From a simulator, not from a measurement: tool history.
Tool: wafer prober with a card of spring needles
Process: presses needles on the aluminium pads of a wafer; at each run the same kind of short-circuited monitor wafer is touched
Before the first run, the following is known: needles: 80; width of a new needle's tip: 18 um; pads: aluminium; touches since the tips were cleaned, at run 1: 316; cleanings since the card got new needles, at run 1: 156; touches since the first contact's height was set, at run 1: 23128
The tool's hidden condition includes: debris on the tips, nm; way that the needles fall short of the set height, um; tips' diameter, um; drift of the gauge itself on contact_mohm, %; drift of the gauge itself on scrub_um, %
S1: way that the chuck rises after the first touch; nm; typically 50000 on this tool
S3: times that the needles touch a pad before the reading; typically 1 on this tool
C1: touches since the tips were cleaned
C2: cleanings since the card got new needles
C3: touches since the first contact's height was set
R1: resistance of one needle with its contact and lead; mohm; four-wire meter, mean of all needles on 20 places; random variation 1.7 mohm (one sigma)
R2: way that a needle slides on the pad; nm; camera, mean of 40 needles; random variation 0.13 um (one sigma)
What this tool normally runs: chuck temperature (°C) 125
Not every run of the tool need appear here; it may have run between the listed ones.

{"run": 1, "hour": 0.0, "S1": 50000, "chuck temperature (°C)": 125, "S3": 1, "C1": 316, "C2": 156, "C3": 23128, "R1": 361, "R2": 12670}
{"hour": 5.7, "done": "tips cleaned on abrasive film"}
{"hour": 11.4, "done": "tips cleaned on abrasive film"}
{"hour": 17.1, "done": "tips cleaned on abrasive film"}
{"hour": 24.2, "done": "tips cleaned on abrasive film"}
{"run": 2, "hour": 25.8, "S1": 50000, "chuck temperature (°C)": 125, "S3": 1, "C1": 763, "C2": 160, "C3": 36010, "R1": 548, "R2": 12410}
{"hour": 30.1, "done": "tips cleaned on abrasive film"}
{"hour": 35.8, "done": "tips cleaned on abrasive film"}
{"hour": 42.9, "done": "tips cleaned on abrasive film"}
{"hour": 50.0, "done": "tips cleaned on abrasive film"}
{"run": 3, "hour": 53.7, "S1": 50000, "chuck temperature (°C)": 125, "S3": 1, "C1": 1860, "C2": 164, "C3": 49990, "R1": 816, "R2": 12050}
{"hour": 56.6, "done": "tips cleaned on abrasive film"}
{"hour": 63.7, "done": "tips cleaned on abrasive film"}
{"hour": 69.4, "done": "tips cleaned on abrasive film"}
{"run": 4, "hour": 74.2, "S1": 50000, "chuck temperature (°C)": 125, "S3": 1, "C1": 2427, "C2": 167, "C3": 60259, "R1": 889, "R2": 12170}
{"hour": 75.7, "done": "tips cleaned on abrasive film"}
{"hour": 81.4, "done": "tips cleaned on abrasive film"}
{"hour": 87.1, "done": "tips cleaned on abrasive film"}
{"hour": 92.8, "done": "tips cleaned on abrasive film"}
{"run": 5, "hour": 94.2, "S1": 50000, "chuck temperature (°C)": 125, "S3": 3, "C1": 714, "C2": 171, "C3": 70241, "R1": 326, "R2": 12090}
{"hour": 98.6, "done": "tips cleaned on abrasive film"}
{"hour": 105.8, "done": "tips cleaned on abrasive film"}
{"run": 6, "hour": 110.6, "S1": 50000, "chuck temperature (°C)": 125, "S3": 1, "C1": 2447, "C2": 173, "C3": 78452, "R1": 893, "R2": 12340}
{"hour": 112.1, "done": "tips cleaned on abrasive film"}
{"hour": 119.2, "done": "tips cleaned on abrasive film"}
{"hour": 124.9, "done": "tips cleaned on abrasive film"}
{"hour": 132.0, "done": "tips cleaned on abrasive film"}
{"run": 7, "hour": 133.3, "S1": 50000, "chuck temperature (°C)": 125, "S3": 1, "C1": 674, "C2": 177, "C3": 89818, "R1": 532, "R2": 12080}
{"hour": 139.1, "done": "tips cleaned on abrasive film"}
{"hour": 146.2, "done": "tips cleaned on abrasive film"}
{"hour": 153.3, "done": "tips cleaned on abrasive film"}
{"run": 8, "hour": 155.5, "S1": 50000, "chuck temperature (°C)": 125, "S3": 1, "C1": 1116, "C2": 180, "C3": 100915, "R1": 676, "R2": 12050}
{"hour": 159.8, "done": "tips cleaned on abrasive film"}
{"hour": 165.5, "done": "tips cleaned on abrasive film"}
{"hour": 172.6, "done": "tips cleaned on abrasive film"}
{"hour": 179.7, "done": "tips cleaned on abrasive film"}
{"hour": 185.4, "done": "tips cleaned on abrasive film"}
{"run": 9, "hour": 189.1, "S1": 56000, "chuck temperature (°C)": 37, "S3": 1, "C1": 1852, "C2": 185, "C3": 117738, "R1": 743, "R2": 13540}
{"hour": 190.8, "done": "height of the first contact set anew"}
{"hour": 192.3, "done": "tips cleaned on abrasive film"}
{"hour": 199.4, "done": "tips cleaned on abrasive film"}
{"hour": 205.1, "done": "tips cleaned on abrasive film"}
{"hour": 212.2, "done": "tips cleaned on abrasive film"}
{"run": 10, "hour": 212.9, "S1": 56000, "chuck temperature (°C)": 37, "S3": 1, "C1": 354, "C2": 189, "C3": 11048, "R1": 366, "R2": 13020}
{"hour": 218.7, "done": "tips cleaned on abrasive film"}
{"hour": 225.8, "done": "tips cleaned on abrasive film"}
{"hour": 232.9, "done": "tips cleaned on abrasive film"}
{"hour": 238.6, "done": "tips cleaned on abrasive film"}
{"run": 11, "hour": 240.7, "S1": 52000, "chuck temperature (°C)": 125, "S3": 1, "C1": 1054, "C2": 193, "C3": 24935, "R1": 675, "R2": 11960}
{"hour": 245.0, "done": "tips cleaned on abrasive film"}
{"hour": 250.7, "done": "tips cleaned on abrasive film"}
{"hour": 256.4, "done": "tips cleaned on abrasive film"}
{"run": 12, "hour": 260.4, "S1": 52000, "chuck temperature (°C)": 125, "S3": 1, "C1": 2026, "C2": 196, "C3": 34803, "R1": 928, "R2": 11940}
{"hour": 263.3, "done": "tips cleaned on abrasive film"}
{"hour": 270.4, "done": "tips cleaned on abrasive film"}
{"hour": 276.1, "done": "tips cleaned on abrasive film"}
{"hour": 283.2, "done": "tips cleaned on abrasive film"}
{"hour": 290.3, "done": "tips cleaned on abrasive film"}
{"run": 13, "hour": 295.1, "S1": 52000, "chuck temperature (°C)": 125, "S3": 1, "C1": 2423, "C2": 201, "C3": 52196, "R1": 965, "R2": 12070}

Across each entry between runs, compare the hidden state at the last listed run before it with the hidden state at the first listed run after it:
From run 1 to run 2: tips cleaned on abrasive film (hour 5.7); tips cleaned on abrasive film (hour 11.4); tips cleaned on abrasive film (hour 17.1); tips cleaned on abrasive film (hour 24.2)
  debris on the tips, nm: 23 -> 45.6; way that the needles fall short of the set height, um: 0.6 -> 0.94; tips' diameter, um: 22.47 -> 22.59
  difference, measured minus the result without the unlogged condition, R1: +188 -> +375 mohm; R2: -150 -> -240 nm
From run 2 to run 3: tips cleaned on abrasive film (hour 30.1); tips cleaned on abrasive film (hour 35.8); tips cleaned on abrasive film (hour 42.9); tips cleaned on abrasive film (hour 50)
  debris on the tips, nm: 45.6 -> 75.8; way that the needles fall short of the set height, um: 0.94 -> 1.27; tips' diameter, um: 22.59 -> 22.71
  difference, measured minus the result without the unlogged condition, R1: +375 -> +641 mohm; R2: -240 -> -320 nm
From run 3 to run 4: tips cleaned on abrasive film (hour 56.6); tips cleaned on abrasive film (hour 63.7); tips cleaned on abrasive film (hour 69.4)
  debris on the tips, nm: 75.8 -> 81.5; way that the needles fall short of the set height, um: 1.27 -> 1.56; tips' diameter, um: 22.71 -> 22.81
  difference, measured minus the result without the unlogged condition, R1: +641 -> +711 mohm; R2: -320 -> -400 nm
From run 4 to run 5: tips cleaned on abrasive film (hour 75.7); tips cleaned on abrasive film (hour 81.4); tips cleaned on abrasive film (hour 87.1); tips cleaned on abrasive film (hour 92.8)
  debris on the tips, nm: 81.5 -> 45.5; way that the needles fall short of the set height, um: 1.56 -> 1.86; tips' diameter, um: 22.81 -> 22.91
  difference, measured minus the result without the unlogged condition, R1: +711 -> +151 mohm; R2: -400 -> -470 nm
From run 5 to run 6: tips cleaned on abrasive film (hour 98.6); tips cleaned on abrasive film (hour 105.8)
  debris on the tips, nm: 45.5 -> 79.6; way that the needles fall short of the set height, um: 1.86 -> 2.04; tips' diameter, um: 22.91 -> 22.98
  difference, measured minus the result without the unlogged condition, R1: +151 -> +716 mohm; R2: -470 -> -530 nm
From run 6 to run 7: tips cleaned on abrasive film (hour 112.1); tips cleaned on abrasive film (hour 119.2); tips cleaned on abrasive film (hour 124.9); tips cleaned on abrasive film (hour 132)
  debris on the tips, nm: 79.6 -> 38; way that the needles fall short of the set height, um: 2.04 -> 2.41; tips' diameter, um: 22.98 -> 23.1
  difference, measured minus the result without the unlogged condition, R1: +716 -> +356 mohm; R2: -530 -> -610 nm
From run 7 to run 8: tips cleaned on abrasive film (hour 139.1); tips cleaned on abrasive film (hour 146.2); tips cleaned on abrasive film (hour 153.3)
  debris on the tips, nm: 38 -> 53; way that the needles fall short of the set height, um: 2.41 -> 2.64; tips' diameter, um: 23.1 -> 23.18
  difference, measured minus the result without the unlogged condition, R1: +356 -> +500 mohm; R2: -610 -> -660 nm
From run 8 to run 9: tips cleaned on abrasive film (hour 159.8); tips cleaned on abrasive film (hour 165.5); tips cleaned on abrasive film (hour 172.6); tips cleaned on abrasive film (hour 179.7); tips cleaned on abrasive film (hour 185.4)
  debris on the tips, nm: 53 -> 67.1; way that the needles fall short of the set height, um: 2.64 -> 3.02; tips' diameter, um: 23.18 -> 23.32
  difference, measured minus the result without the unlogged condition, R1: +500 -> +587 mohm; R2: -660 -> -770 nm
From run 9 to run 10: height of the first contact set anew (hour 190.8); tips cleaned on abrasive film (hour 192.3); tips cleaned on abrasive film (hour 199.4); tips cleaned on abrasive film (hour 205.1); tips cleaned on abrasive film (hour 212.2)
  debris on the tips, nm: 67.1 -> 22.2; way that the needles fall short of the set height, um: 3.02 -> 4.15; tips' diameter, um: 23.32 -> 23.43
  difference, measured minus the result without the unlogged condition, R1: +587 -> +210 mohm; R2: -770 -> -1050 nm
From run 10 to run 11: tips cleaned on abrasive film (hour 218.7); tips cleaned on abrasive film (hour 225.8); tips cleaned on abrasive film (hour 232.9); tips cleaned on abrasive film (hour 238.6)
  debris on the tips, nm: 22.2 -> 52.7; way that the needles fall short of the set height, um: 4.15 -> 4.47; tips' diameter, um: 23.43 -> 23.55
  difference, measured minus the result without the unlogged condition, R1: +210 -> +503 mohm; R2: -1050 -> -1120 nm
From run 11 to run 12: tips cleaned on abrasive film (hour 245); tips cleaned on abrasive film (hour 250.7); tips cleaned on abrasive film (hour 256.4)
  debris on the tips, nm: 52.7 -> 78.1; way that the needles fall short of the set height, um: 4.47 -> 4.68; tips' diameter, um: 23.55 -> 23.62
  difference, measured minus the result without the unlogged condition, R1: +503 -> +753 mohm; R2: -1120 -> -1170 nm
From run 12 to run 13: tips cleaned on abrasive film (hour 263.3); tips cleaned on abrasive film (hour 270.4); tips cleaned on abrasive film (hour 276.1); tips cleaned on abrasive film (hour 283.2); tips cleaned on abrasive film (hour 290.3)
  debris on the tips, nm: 78.1 -> 79.7; way that the needles fall short of the set height, um: 4.68 -> 5.1; tips' diameter, um: 23.62 -> 23.77
  difference, measured minus the result without the unlogged condition, R1: +753 -> +792 mohm; R2: -1170 -> -1300 nm
